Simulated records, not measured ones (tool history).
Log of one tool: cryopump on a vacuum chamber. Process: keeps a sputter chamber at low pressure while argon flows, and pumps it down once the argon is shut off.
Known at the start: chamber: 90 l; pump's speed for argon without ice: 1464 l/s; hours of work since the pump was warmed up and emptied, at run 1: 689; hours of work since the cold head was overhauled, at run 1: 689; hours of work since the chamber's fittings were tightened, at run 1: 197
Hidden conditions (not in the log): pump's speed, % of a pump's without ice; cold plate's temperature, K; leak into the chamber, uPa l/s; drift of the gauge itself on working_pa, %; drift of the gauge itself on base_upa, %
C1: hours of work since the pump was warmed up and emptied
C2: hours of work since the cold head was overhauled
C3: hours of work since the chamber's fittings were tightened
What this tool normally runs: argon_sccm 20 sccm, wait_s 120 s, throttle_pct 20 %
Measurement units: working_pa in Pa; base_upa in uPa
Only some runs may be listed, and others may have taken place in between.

Run 1, hour 0.0: usual settings; C1 689; C2 689; C3 197. Result: working_pa 0.1235 Pa, base_upa 1.25 uPa.
Run 2, hour 41.8: usual settings; C1 714; C2 714; C3 221. Result: working_pa 0.1260 Pa, base_upa 1.30 uPa.
Run 3, hour 82.2: usual settings but wait_s 40 s; C1 738; C2 738; C3 245. Result: working_pa 0.1265 Pa, base_upa 2.95 uPa.
Run 4, hour 106.7: usual settings but wait_s 40 s; C1 752; C2 752; C3 260. Result: working_pa 0.1256 Pa, base_upa 2.95 uPa.
Run 5, hour 131.0: usual settings but wait_s 146 s; C1 767; C2 767; C3 274. Result: working_pa 0.1271 Pa, base_upa 1.12 uPa.
Run 6, hour 176.7: usual settings but throttle_pct 49 %; C1 794; C2 794; C3 301. Result: working_pa 0.0585 Pa, base_upa 1.33 uPa.
At hour 210.0: pump warmed up, emptied and cooled again.
Run 7, hour 236.0: usual settings; C1 15; C2 826; C3 333. Result: working_pa 0.1142 Pa, base_upa 1.14 uPa.
Run 8, hour 281.6: usual settings; C1 42; C2 853; C3 360. Result: working_pa 0.1164 Pa, base_upa 1.21 uPa.
Run 9, hour 320.1: usual settings; C1 65; C2 875; C3 383. Result: working_pa 0.1178 Pa, base_upa 1.22 uPa.
Run 10, hour 347.7: usual settings; C1 81; C2 892; C3 399. Result: working_pa 0.1177 Pa, base_upa 1.24 uPa.
Run 11, hour 392.1: usual settings; C1 108; C2 918; C3 425. Result: working_pa 0.1178 Pa, base_upa 1.22 uPa.
Run 12, hour 430.1: usual settings; C1 130; C2 940; C3 448. Result: working_pa 0.1172 Pa, base_upa 1.24 uPa.
Run 13, hour 472.2: usual settings but throttle_pct 50 %; C1 155; C2 965; C3 472. Result: working_pa 0.0481 Pa, base_upa 1.28 uPa.
Run 14, hour 516.7: usual settings but throttle_pct 50 %; C1 181; C2 992; C3 499. Result: working_pa 0.0489 Pa, base_upa 1.28 uPa.
Run 15, hour 563.6: usual settings but throttle_pct 50 %; C1 209; C2 1019; C3 526. Result: working_pa 0.0492 Pa, base_upa 1.31 uPa.
Run 16, hour 602.0: usual settings; C1 232; C2 1042; C3 549. Result: working_pa 0.1181 Pa, base_upa 1.29 uPa.
Run 17, hour 640.4: usual settings; C1 254; C2 1065; C3 572. Result: working_pa 0.1182 Pa, base_upa 1.35 uPa.
Run 18, hour 687.0: usual settings but wait_s 180 s, throttle_pct 37 %; C1 282; C2 1092; C3 599. Result: working_pa 0.0665 Pa, base_upa 1.09 uPa.
Run 19, hour 733.2: usual settings but throttle_pct 22 %; C1 309; C2 1119; C3 627. Result: working_pa 0.1077 Pa, base_upa 1.36 uPa.
Run 20, hour 757.9: usual settings but argon_sccm 29 sccm, wait_s 88 s, throttle_pct 51 %; C1 324; C2 1134; C3 641. Result: working_pa 0.0709 Pa, base_upa 1.68 uPa.
Run 21, hour 813.1: usual settings but wait_s 23 s; C1 356; C2 1167; C3 674. Result: working_pa 0.1201 Pa, base_upa 4.97 uPa.
Run 22, hour 842.0: usual settings but wait_s 68 s, throttle_pct 15 %; C1 373; C2 1184; C3 691. Result: working_pa 0.1587 Pa, base_upa 2.11 uPa.
Run 23, hour 870.1: usual settings but argon_sccm 19 sccm, wait_s 73 s, throttle_pct 15 %; C1 390; C2 1200; C3 708. Result: working_pa 0.1512 Pa, base_upa 2.05 uPa.
Run 24, hour 927.1: usual settings but wait_s 33 s, throttle_pct 47 %; C1 424; C2 1234; C3 741. Result: working_pa 0.0540 Pa, base_upa 3.72 uPa.
Run 25, hour 977.1: usual settings but wait_s 33 s, throttle_pct 47 %; C1 453; C2 1264; C3 771. Result: working_pa 0.0548 Pa, base_upa 3.66 uPa.
Run 26, hour 1012.2: usual settings but argon_sccm 25 sccm, wait_s 172 s; C1 474; C2 1284; C3 791. Result: working_pa 0.1532 Pa, base_upa 1.28 uPa.
Run 27, hour 1035.2: usual settings but argon_sccm 25 sccm, wait_s 172 s; C1 487; C2 1298; C3 805. Result: working_pa 0.1521 Pa, base_upa 1.24 uPa.
Run 28, hour 1082.7: usual settings but argon_sccm 11 sccm, wait_s 172 s, throttle_pct 19 %; C1 515; C2 1326; C3 833. Result: working_pa 0.0702 Pa, base_upa 1.31 uPa.
Run 29, hour 1121.8: usual settings but argon_sccm 11 sccm, wait_s 172 s, throttle_pct 19 %; C1 539; C2 1349; C3 856. Result: working_pa 0.0718 Pa, base_upa 1.32 uPa.
Run 30, hour 1158.3: usual settings but argon_sccm 27 sccm, throttle_pct 28 %; C1 560; C2 1371; C3 878. Result: working_pa 0.1218 Pa, base_upa 1.57 uPa.
Run 31, hour 1201.8: usual settings but argon_sccm 27 sccm, throttle_pct 28 %; C1 586; C2 1396; C3 903. Result: working_pa 0.1220 Pa, base_upa 1.63 uPa.
Run 32, hour 1250.6: usual settings but argon_sccm 27 sccm, throttle_pct 28 %; C1 615; C2 1425; C3 932. Result: working_pa 0.1225 Pa, base_upa 1.64 uPa.
Run 33, hour 1300.0: usual settings but argon_sccm 9 sccm, wait_s 27 s, throttle_pct 28 %; C1 644; C2 1454; C3 961. Result: working_pa 0.0418 Pa, base_upa 4.48 uPa.
Run 34, hour 1325.5: usual settings but wait_s 95 s; C1 659; C2 1469; C3 976. Result: working_pa 0.1252 Pa, base_upa 1.95 uPa.

Forecast each of these 3 alternatives for the next run:
Run A, hour 1349.1: usual settings but argon_sccm 19 sccm, throttle_pct 30 %; C1 673; C2 1483; C3 990. Result: working_pa ?, base_upa ?.
Run B, hour 1349.1: usual settings but argon_sccm 9 sccm, wait_s 29 s, throttle_pct 24 %; C1 673; C2 1483; C3 990. Result: working_pa ?, base_upa ?.
Run C, hour 1349.1: usual settings but argon_sccm 19 sccm, wait_s 36 s; C1 673; C2 1483; C3 990. Result: working_pa ?, base_upa ?.

run  working_pa  base_upa
  A      0.0822      1.72
  B      0.0468      4.33
  C      0.1187      3.71
Stripped of hidden state, with their random variation kept, the same runs would have yielded:
run  working_pa  base_upa
  A      0.0732      1.02
  B      0.0425      3.64
  C      0.1097      3.01
